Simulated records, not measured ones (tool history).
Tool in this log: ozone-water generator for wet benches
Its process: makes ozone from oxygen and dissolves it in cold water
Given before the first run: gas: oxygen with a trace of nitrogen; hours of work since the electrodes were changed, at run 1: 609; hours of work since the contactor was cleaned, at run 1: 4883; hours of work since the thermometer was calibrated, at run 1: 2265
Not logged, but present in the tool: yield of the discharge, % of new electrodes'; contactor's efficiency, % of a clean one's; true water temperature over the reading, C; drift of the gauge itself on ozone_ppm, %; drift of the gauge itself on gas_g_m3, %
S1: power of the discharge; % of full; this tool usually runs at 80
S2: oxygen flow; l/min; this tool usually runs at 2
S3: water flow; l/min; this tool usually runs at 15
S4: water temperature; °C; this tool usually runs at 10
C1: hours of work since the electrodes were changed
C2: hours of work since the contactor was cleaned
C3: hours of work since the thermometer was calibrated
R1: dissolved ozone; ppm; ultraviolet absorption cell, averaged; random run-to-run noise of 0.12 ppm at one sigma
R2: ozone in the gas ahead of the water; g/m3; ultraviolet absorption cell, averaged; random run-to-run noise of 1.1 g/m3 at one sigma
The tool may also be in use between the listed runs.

{"run": 1, "hour": 0.0, "S1": 80, "S2": 2, "S3": 15, "S4": 10, "C1": 609, "C2": 4883, "C3": 2265, "R1": 10.7, "R2": 198.4}
{"run": 2, "hour": 35.3, "S1": 80, "S2": 2, "S3": 15, "S4": 10, "C1": 642, "C2": 4917, "C3": 2299, "R1": 10.5, "R2": 196.4}
{"run": 3, "hour": 64.3, "S1": 80, "S2": 2, "S3": 15, "S4": 10, "C1": 670, "C2": 4944, "C3": 2326, "R1": 10.4, "R2": 198.9}
{"run": 4, "hour": 96.2, "S1": 80, "S2": 2, "S3": 15, "S4": 10, "C1": 700, "C2": 4974, "C3": 2356, "R1": 10.5, "R2": 196.6}
{"run": 5, "hour": 143.6, "S1": 80, "S2": 2, "S3": 15, "S4": 10, "C1": 745, "C2": 5019, "C3": 2401, "R1": 10.4, "R2": 198.2}
{"run": 6, "hour": 178.9, "S1": 80, "S2": 2, "S3": 15, "S4": 10, "C1": 779, "C2": 5053, "C3": 2435, "R1": 10.2, "R2": 197.5}
{"run": 7, "hour": 208.0, "S1": 80, "S2": 2, "S3": 15, "S4": 10, "C1": 806, "C2": 5081, "C3": 2463, "R1": 10.2, "R2": 197.9}
{"run": 8, "hour": 233.9, "S1": 80, "S2": 2, "S3": 21, "S4": 10, "C1": 831, "C2": 5105, "C3": 2487, "R1": 7.1, "R2": 195.1}
{"hour": 250.4, "done": "contactor cleaned"}
{"run": 9, "hour": 283.3, "S1": 80, "S2": 2, "S3": 21, "S4": 10, "C1": 874, "C2": 31, "C3": 2530, "R1": 7.7, "R2": 195.2}
{"run": 10, "hour": 310.0, "S1": 80, "S2": 2, "S3": 15, "S4": 6, "C1": 899, "C2": 57, "C3": 2556, "R1": 11.7, "R2": 196.9}
{"run": 11, "hour": 336.0, "S1": 80, "S2": 1.39, "S3": 16, "S4": 15, "C1": 924, "C2": 81, "C3": 2580, "R1": 9.6, "R2": 241.1}
{"run": 12, "hour": 367.8, "S1": 80, "S2": 1.39, "S3": 18, "S4": 10, "C1": 954, "C2": 111, "C3": 2611, "R1": 8.4, "R2": 240.1}
{"run": 13, "hour": 408.4, "S1": 67, "S2": 2, "S3": 15, "S4": 10, "C1": 993, "C2": 150, "C3": 2649, "R1": 9.5, "R2": 167.6}
{"run": 14, "hour": 433.4, "S1": 68, "S2": 2.83, "S3": 15, "S4": 7, "C1": 1017, "C2": 174, "C3": 2673, "R1": 10.5, "R2": 139.6}
{"run": 15, "hour": 488.5, "S1": 97, "S2": 1.14, "S3": 15, "S4": 10, "C1": 1069, "C2": 226, "C3": 2725, "R1": 11.7, "R2": 323.8}
{"run": 16, "hour": 518.9, "S1": 97, "S2": 1.14, "S3": 22, "S4": 10, "C1": 1098, "C2": 255, "C3": 2754, "R1": 7.3, "R2": 322.8}
{"run": 17, "hour": 548.7, "S1": 97, "S2": 1.14, "S3": 22, "S4": 10, "C1": 1126, "C2": 283, "C3": 2782, "R1": 7.4, "R2": 323.2}
{"run": 18, "hour": 606.6, "S1": 43, "S2": 1.12, "S3": 11, "S4": 10, "C1": 1181, "C2": 338, "C3": 2837, "R1": 8, "R2": 157.1}
{"run": 19, "hour": 635.5, "S1": 80, "S2": 2, "S3": 16, "S4": 6, "C1": 1209, "C2": 366, "C3": 2865, "R1": 10.7, "R2": 196.6}
{"run": 20, "hour": 689.9, "S1": 72, "S2": 1.09, "S3": 22, "S4": 10, "C1": 1260, "C2": 417, "C3": 2916, "R1": 5.5, "R2": 253.2}

Measured less the same run without the tool's hidden state. The same run-to-run variation is in both; the gauge's scatter may not be:
run=1 R1=-1.1 R2=-3.8
run=2 R1=-1.2 R2=-4
run=3 R1=-1.1 R2=-4.1
run=4 R1=-1.2 R2=-4.2
run=5 R1=-1.1 R2=-4.3
run=6 R1=-1.2 R2=-4.4
run=7 R1=-1.2 R2=-4.6
run=8 R1=-0.9 R2=-4.6
run=9 R1=-0.2 R2=-4.8
run=10 R1=-0.3 R2=-5
run=11 R1=-0.3 R2=-6.1
run=12 R1=-0.2 R2=-6.3
run=13 R1=-0.2 R2=-3.8
run=14 R1=-0.3 R2=-3.3
run=15 R1=-0.5 R2=-10.5
run=16 R1=-0.3 R2=-10.8
run=17 R1=-0.3 R2=-10.9
run=18 R1=-0.2 R2=-2.3
run=19 R1=-0.4 R2=-6
run=20 R1=-0.2 R2=-7.3

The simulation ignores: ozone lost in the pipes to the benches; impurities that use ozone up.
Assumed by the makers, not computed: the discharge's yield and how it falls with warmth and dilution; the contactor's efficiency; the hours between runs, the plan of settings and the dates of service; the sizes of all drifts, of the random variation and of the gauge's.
